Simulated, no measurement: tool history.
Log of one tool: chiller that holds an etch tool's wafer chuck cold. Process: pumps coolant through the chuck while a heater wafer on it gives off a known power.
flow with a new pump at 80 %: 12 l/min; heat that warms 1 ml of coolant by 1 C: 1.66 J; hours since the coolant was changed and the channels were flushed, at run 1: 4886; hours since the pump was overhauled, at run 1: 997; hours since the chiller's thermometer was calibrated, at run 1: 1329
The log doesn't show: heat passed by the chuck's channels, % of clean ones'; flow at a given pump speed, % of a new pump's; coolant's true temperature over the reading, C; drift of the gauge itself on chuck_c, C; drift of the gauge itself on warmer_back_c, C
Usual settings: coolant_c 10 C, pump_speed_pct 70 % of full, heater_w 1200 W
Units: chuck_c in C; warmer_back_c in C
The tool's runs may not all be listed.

| run | day | coolant_c | pump_speed_pct | heater_w | hours since the coolant was changed and the channels were flushed | hours since the pump was overhauled | hours since the chiller's thermometer was calibrated | chuck_c | warmer_back_c |
|---|---|---|---|---|---|---|---|---|---|
| 1 | 0.000 | 10 | 70 | 1200 | 4886 | 997 | 1329 | 20.78 | 4.19 |
| 2 | 4.888 | 10 | 63 | 1200 | 5004 | 1114 | 1446 | 21.70 | 4.72 |
| 3 | 9.712 | 10 | 63 | 1200 | 5120 | 1230 | 1562 | 21.74 | 4.73 |
| 4 | 14.788 | 10 | 70 | 1200 | 5241 | 1352 | 1684 | 20.93 | 4.23 |
| 5 | 22.508 | 10 | 75 | 1200 | 5427 | 1537 | 1869 | 20.44 | 3.94 |
|  | 28.479 | chiller's thermometer calibrated |
| 6 | 28.554 | 10 | 70 | 1200 | 5571 | 1681 | 2 | 20.69 | 4.22 |
| 7 | 37.175 | 10 | 70 | 1205 | 5778 | 1888 | 209 | 20.86 | 4.25 |
| 8 | 41.896 | 10 | 70 | 1205 | 5891 | 2002 | 322 | 21.03 | 4.26 |
| 9 | 46.117 | 10 | 70 | 1205 | 5992 | 2103 | 423 | 20.94 | 4.27 |
|  | 46.700 | coolant pump overhauled |
| 10 | 53.575 | 10 | 70 | 1205 | 6166 | 165 | 597 | 21.21 | 4.26 |
| 11 | 60.225 | 10 | 70 | 1205 | 6326 | 325 | 757 | 21.14 | 4.32 |
| 12 | 66.650 | 17 | 70 | 1200 | 6480 | 479 | 911 | 28.23 | 4.30 |
| 13 | 71.325 | 9 | 70 | 1200 | 6592 | 591 | 1023 | 20.17 | 4.31 |
| 14 | 78.683 | 10 | 70 | 1200 | 6769 | 768 | 1200 | 21.26 | 4.35 |
| 15 | 83.958 | 10 | 75 | 1200 | 6895 | 894 | 1327 | 20.95 | 3.99 |
|  | 85.212 | coolant pump overhauled, once more |
| 16 | 89.454 | 17 | 78 | 622 | 7022 | 102 | 1453 | 22.38 | 1.94 |
| 17 | 96.875 | 3 | 87 | 1503 | 7200 | 280 | 1631 | 14.91 | 4.19 |
|  | 102.446 | coolant changed, channels flushed |
| 18 | 105.346 | 3 | 87 | 1503 | 70 | 477 | 1829 | 13.85 | 4.24 |
| 19 | 109.404 | 17 | 78 | 1596 | 167 | 575 | 1926 | 29.59 | 4.98 |
|  | 113.446 | chiller's thermometer calibrated |
| 20 | 116.862 | 17 | 78 | 1596 | 345 | 753 | 82 | 29.17 | 5.00 |
| 21 | 121.467 | 17 | 69 | 892 | 456 | 863 | 193 | 24.54 | 3.17 |
| 22 | 128.529 | 20 | 95 | 656 | 625 | 1033 | 362 | 24.33 | 1.69 |
| 23 | 135.221 | 20 | 95 | 656 | 786 | 1193 | 523 | 24.66 | 1.72 |
| 24 | 140.817 | 10 | 61 | 1019 | 920 | 1328 | 657 | 19.51 | 4.17 |
| 25 | 146.642 | 10 | 63 | 1396 | 1060 | 1467 | 797 | 22.87 | 5.49 |
| 26 | 154.171 | 2 | 68 | 903 | 1240 | 1648 | 977 | 9.99 | 3.28 |
| 27 | 161.408 | 2 | 66 | 1539 | 1414 | 1822 | 1151 | 15.89 | 5.78 |
| 28 | 168.317 | 13 | 70 | 1200 | 1580 | 1987 | 1317 | 23.46 | 4.22 |
| 29 | 176.512 | 13 | 70 | 1200 | 1777 | 2184 | 1514 | 23.65 | 4.25 |
| 30 | 184.138 | 5 | 70 | 1253 | 1960 | 2367 | 1697 | 15.94 | 4.43 |

5 ways to go on from here, each from the tool as it stands after run 30. What would each give?
| A | 188.375 | 10 | 80 | 1253 | 2061 | 2469 | 1798 | ? | ? |
| B | 188.375 | 12 | 70 | 1253 | 2061 | 2469 | 1798 | ? | ? |
| C | 188.375 | 18 | 76 | 1535 | 2061 | 2469 | 1798 | ? | ? |
| D | 188.375 | 10 | 93 | 1071 | 2061 | 2469 | 1798 | ? | ? |
| E | 188.375 | 5 | 70 | 905 | 2061 | 2469 | 1798 | ? | ? |

| run | chuck_c | warmer_back_c |
|---|---|---|
| A | 20.13 | 3.88 |
| B | 23.21 | 4.45 |
| C | 30.65 | 4.97 |
| D | 17.74 | 2.81 |
| E | 13.06 | 3.18 |
Without the tool's hidden state the same runs would have given:
| run | chuck_c | warmer_back_c |
|---|---|---|
| A | 19.28 | 3.78 |
| B | 22.30 | 4.35 |
| C | 29.66 | 4.85 |
| D | 17.01 | 2.74 |
| E | 12.31 | 3.10 |

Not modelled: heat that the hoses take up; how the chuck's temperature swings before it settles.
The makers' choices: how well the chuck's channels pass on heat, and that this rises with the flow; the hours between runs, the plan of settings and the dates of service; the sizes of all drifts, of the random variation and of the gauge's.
